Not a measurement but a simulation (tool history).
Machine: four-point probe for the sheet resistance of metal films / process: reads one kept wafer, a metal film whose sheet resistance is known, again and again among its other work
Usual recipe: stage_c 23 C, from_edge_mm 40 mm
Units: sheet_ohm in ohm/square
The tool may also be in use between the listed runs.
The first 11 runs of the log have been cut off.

run	hour	stage_c	from_edge_mm	touches since the probe head was changed	hours of work since the stage's thermometer was calibrated	sheet_ohm
12	141.8	23	42	39006	1124	1.346458
13	158.8	23	42	39882	1134	1.346529
14	168.6	23	42	40388	1140	1.34612
15	184	23	11	41183	1149	1.347951
16	200.1	23	11	42016	1158	1.347723
17	216.9	29	11	42881	1168	1.348859
18	233.2	23	5	43721	1178	1.35741
19	242.3	30	40	44192	1183	1.347549
20	255.8	23	4	44890	1191	1.363616
21	264.8	23	4	45355	1197	1.363492
22	275.4	23	4	45899	1203	1.363654
23	292.3	23	19	46772	1213	1.346056
24	306.3	23	19	47497	1221	1.345757
25	323	19	32	48359	1231	1.34454
# hour 324.8: stage's thermometer calibrated
26	337.5	19	27	49080	8	1.343945
27	351.7	23	5	49812	16	1.356106
28	363	26	6	50396	23	1.352827
# hour 377.4: stage's thermometer calibrated, once more
29	378.8	23	5	51187	1	1.358334
30	390.4	26	3	51786	8	1.378802
31	399.2	26	3	52241	13	1.378761
32	416.5	23	13	53133	23	1.348589

For run 33, what comes out?
33	426.6	22	27	53656	29	?

Run 33 came out at sheet_ohm 1.346471 ohm/square.
Were there no unlogged condition in the tool, this run, its random variation unchanged, would have produced sheet_ohm 1.349541 ohm/square.
